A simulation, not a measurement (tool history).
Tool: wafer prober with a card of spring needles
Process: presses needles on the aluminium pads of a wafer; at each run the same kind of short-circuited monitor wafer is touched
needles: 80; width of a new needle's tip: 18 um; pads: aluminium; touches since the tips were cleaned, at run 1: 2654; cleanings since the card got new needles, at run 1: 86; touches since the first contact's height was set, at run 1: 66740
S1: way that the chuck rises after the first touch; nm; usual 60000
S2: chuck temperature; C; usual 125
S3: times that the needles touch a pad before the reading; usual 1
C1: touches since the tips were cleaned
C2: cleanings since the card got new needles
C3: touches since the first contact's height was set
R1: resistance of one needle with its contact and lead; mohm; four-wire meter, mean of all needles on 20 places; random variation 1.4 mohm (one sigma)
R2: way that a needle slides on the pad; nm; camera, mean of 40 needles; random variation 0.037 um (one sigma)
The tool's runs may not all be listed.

run,day,S1,S2,S3,C1,C2,C3,R1,R2
1,0.000,60000,125,1,2654,86,66740,128,16220
# day 0.171: tips cleaned on abrasive film
# day 0.583: tips cleaned on abrasive film
# day 1.000: tips cleaned on abrasive film
# day 1.333: tips cleaned on abrasive film
2,1.542,60000,84,1,2636,90,86177,124,16090
# day 1.708: tips cleaned on abrasive film
# day 1.804: height of the first contact set anew
# day 2.138: tips cleaned on abrasive film
# day 2.554: tips cleaned on abrasive film
3,2.679,61000,125,1,1595,93,11049,127,16420
# day 2.933: tips cleaned on abrasive film
# day 3.346: tips cleaned on abrasive film
# day 3.679: tips cleaned on abrasive film
4,3.762,60000,125,2,1047,96,24704,131,16170
# day 4.096: tips cleaned on abrasive film
# day 4.512: tips cleaned on abrasive film
# day 4.929: tips cleaned on abrasive film
5,5.171,60000,125,2,3071,99,42484,128,16100
# day 5.338: tips cleaned on abrasive film
# day 5.754: tips cleaned on abrasive film
6,6.012,60000,125,2,3299,101,53136,128,16160
# day 6.100: tips cleaned on abrasive film
# day 6.517: tips cleaned on abrasive film
# day 6.850: tips cleaned on abrasive film
# day 7.267: tips cleaned on abrasive film
# day 7.662: tips cleaned on abrasive film
7,7.662,60000,125,2,0,106,73880,130,16120
# day 8.079: tips cleaned on abrasive film
# day 8.492: tips cleaned on abrasive film
# day 8.908: tips cleaned on abrasive film
# day 8.921: height of the first contact set anew
# day 9.338: tips cleaned on abrasive film
8,9.658,60000,83,2,4064,110,9317,124,16120
# day 9.742: tips cleaned on abrasive film
# day 10.079: tips cleaned on abrasive film
# day 10.492: tips cleaned on abrasive film
# day 10.829: tips cleaned on abrasive film
9,10.962,60000,125,1,1711,114,25737,130,16210
# day 11.212: tips cleaned on abrasive film
# day 11.629: tips cleaned on abrasive film
10,11.829,60000,125,1,2558,116,36692,129,16140
# day 12.000: tips cleaned on abrasive film
# day 12.412: tips cleaned on abrasive film
11,12.733,60000,125,1,4088,118,48133,131,16200
# day 12.821: tips cleaned on abrasive film
# day 13.238: tips cleaned on abrasive film
# day 13.654: tips cleaned on abrasive film
12,13.958,78000,125,1,3893,121,63580,126,20930
# day 14.046: tips cleaned on abrasive film
# day 14.379: tips cleaned on abrasive film
# day 14.796: tips cleaned on abrasive film
13,14.929,78000,125,1,1701,124,75787,127,20960
# day 15.179: tips cleaned on abrasive film
# day 15.512: tips cleaned on abrasive film
# day 15.929: tips cleaned on abrasive film
# day 16.025: height of the first contact set anew
# day 16.275: tips cleaned on abrasive film
# day 16.608: tips cleaned on abrasive film
14,16.621,49000,58,1,134,129,7489,122,13090
# day 16.954: tips cleaned on abrasive film
# day 17.371: tips cleaned on abrasive film
# day 17.704: tips cleaned on abrasive film
# day 18.121: tips cleaned on abrasive film
15,18.333,67000,125,1,2716,133,29123,127,18000
# day 18.504: tips cleaned on abrasive film
# day 18.917: tips cleaned on abrasive film
# day 19.333: tips cleaned on abrasive film
16,19.617,62000,28,2,3612,136,45342,116,16700
# day 19.704: tips cleaned on abrasive film
# day 20.121: tips cleaned on abrasive film
# day 20.454: tips cleaned on abrasive film
# day 20.796: tips cleaned on abrasive film
17,20.796,48000,48,1,0,140,60138,125,12900
# day 21.208: tips cleaned on abrasive film
# day 21.542: tips cleaned on abrasive film
# day 21.875: tips cleaned on abrasive film
# day 22.212: tips cleaned on abrasive film
18,22.212,60000,31,1,0,144,77999,113,16090
# day 22.629: tips cleaned on abrasive film
# day 22.962: tips cleaned on abrasive film
# day 23.138: height of the first contact set anew
# day 23.392: tips cleaned on abrasive film
# day 23.804: tips cleaned on abrasive film
# day 24.167: tips cleaned on abrasive film
19,24.167,44000,124,1,0,149,12937,133,11860
# day 24.583: tips cleaned on abrasive film
# day 24.996: tips cleaned on abrasive film
# day 25.412: tips cleaned on abrasive film
# day 25.746: tips cleaned on abrasive film
20,25.912,49000,125,1,2102,153,34996,133,13190
# day 26.150: tips cleaned on abrasive film
# day 26.483: tips cleaned on abrasive film
# day 26.900: tips cleaned on abrasive film
# day 27.317: tips cleaned on abrasive film
# day 27.650: tips cleaned on abrasive film
21,27.842,77000,57,1,2418,158,59312,118,20670
# day 28.008: tips cleaned on abrasive film
# day 28.342: tips cleaned on abrasive film
# day 28.758: tips cleaned on abrasive film
22,28.988,60000,63,1,2894,161,73762,122,16080
# day 29.154: tips cleaned on abrasive film
# day 29.571: tips cleaned on abrasive film
23,29.867,60000,63,1,3763,163,84879,121,16140
# day 29.954: tips cleaned on abrasive film
# day 30.212: height of the first contact set anew
# day 30.300: tips cleaned on abrasive film
# day 30.700: tips cleaned on abrasive film
24,30.700,60000,63,1,0,166,6111,120,16070
# day 31.033: tips cleaned on abrasive film
# day 31.450: tips cleaned on abrasive film
# day 31.867: tips cleaned on abrasive film
# day 32.283: tips cleaned on abrasive film
25,32.300,53000,125,1,230,170,26302,132,14290

4 ways to go on from here, each from the tool as it stands after run 25. What would each give?
# day 32.633: tips cleaned on abrasive film
# day 32.967: tips cleaned on abrasive film
# day 33.300: tips cleaned on abrasive film
# day 33.717: tips cleaned on abrasive film
# day 34.050: tips cleaned on abrasive film
A,34.250,53000,25,2,2557,175,50919,?,?
# day 32.633: tips cleaned on abrasive film
# day 32.967: tips cleaned on abrasive film
# day 33.300: tips cleaned on abrasive film
# day 33.717: tips cleaned on abrasive film
# day 34.050: tips cleaned on abrasive film
B,34.250,41000,27,1,2557,175,50919,?,?
# day 32.633: tips cleaned on abrasive film
# day 32.967: tips cleaned on abrasive film
# day 33.300: tips cleaned on abrasive film
# day 33.717: tips cleaned on abrasive film
# day 34.050: tips cleaned on abrasive film
C,34.250,53000,71,1,2557,175,50919,?,?
# day 32.633: tips cleaned on abrasive film
# day 32.967: tips cleaned on abrasive film
# day 33.300: tips cleaned on abrasive film
# day 33.717: tips cleaned on abrasive film
# day 34.050: tips cleaned on abrasive film
D,34.250,60000,81,2,2557,175,50919,?,?

run,R1,R2
A,117,14280
B,123,11010
C,123,14230
D,125,16160
Without the tool's hidden state the same runs would have given:
run,R1,R2
A,117,14280
B,122,11010
C,122,14230
D,125,16160
